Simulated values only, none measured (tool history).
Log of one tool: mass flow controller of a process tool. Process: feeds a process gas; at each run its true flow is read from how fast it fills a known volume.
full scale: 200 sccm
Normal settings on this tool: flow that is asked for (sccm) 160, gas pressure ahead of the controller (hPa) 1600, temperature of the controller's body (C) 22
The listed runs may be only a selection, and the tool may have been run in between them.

run,hour,flow that is asked for (sccm),gas pressure ahead of the controller (hPa),temperature of the controller's body (C),true flow (%)
1,0,160,1600,22,99.88
2,103.2,160,1600,22,99.81
3,303.2,160,1600,22,99.93
4,454.9,160,1600,22,99.81
5,645.9,160,1800,22,99.76
6,762.7,160,1800,22,99.62
7,863.3,160,1800,22,99.52
8,995.4,160,1800,22,99.58
9,1187.7,160,1800,22,99.48
10,1336.3,160,1800,22,99.46
11,1494.7,160,1600,22,99.51
12,1633.9,33,1600,22,98.98
13,1801.7,160,2640,22,98.86
14,1899.8,49,2580,35,99.09
15,2048,58,1960,30,99.43
16,2148.8,53,1710,23,98.95
17,2232.8,120,2100,22,98.8
18,2406.6,121,1630,37,100.14
19,2513.8,76,1820,22,98.82
20,2648.3,160,2660,29,99.03
21,2827.8,68,1900,26,98.88
22,3004.5,48,1620,31,99.25
23,3118.6,155,1600,34,99.95
24,3227,46,2210,20,98.23

Predict each of these 5 candidate next runs independently; none follows another, all start after run 24:
A,3347,94,1600,27,?
B,3347,46,1900,20,?
C,3347,46,2510,36,?
D,3347,46,2210,25,?
E,3347,59,2210,20,?

run,true flow (%)
A,99.23
B,98.25
C,98.94
D,98.59
E,98.15
What these runs would have given with no unlogged condition in the tool:
run,true flow (%)
A,100
B,99.01
C,99.7
D,99.35
E,98.91
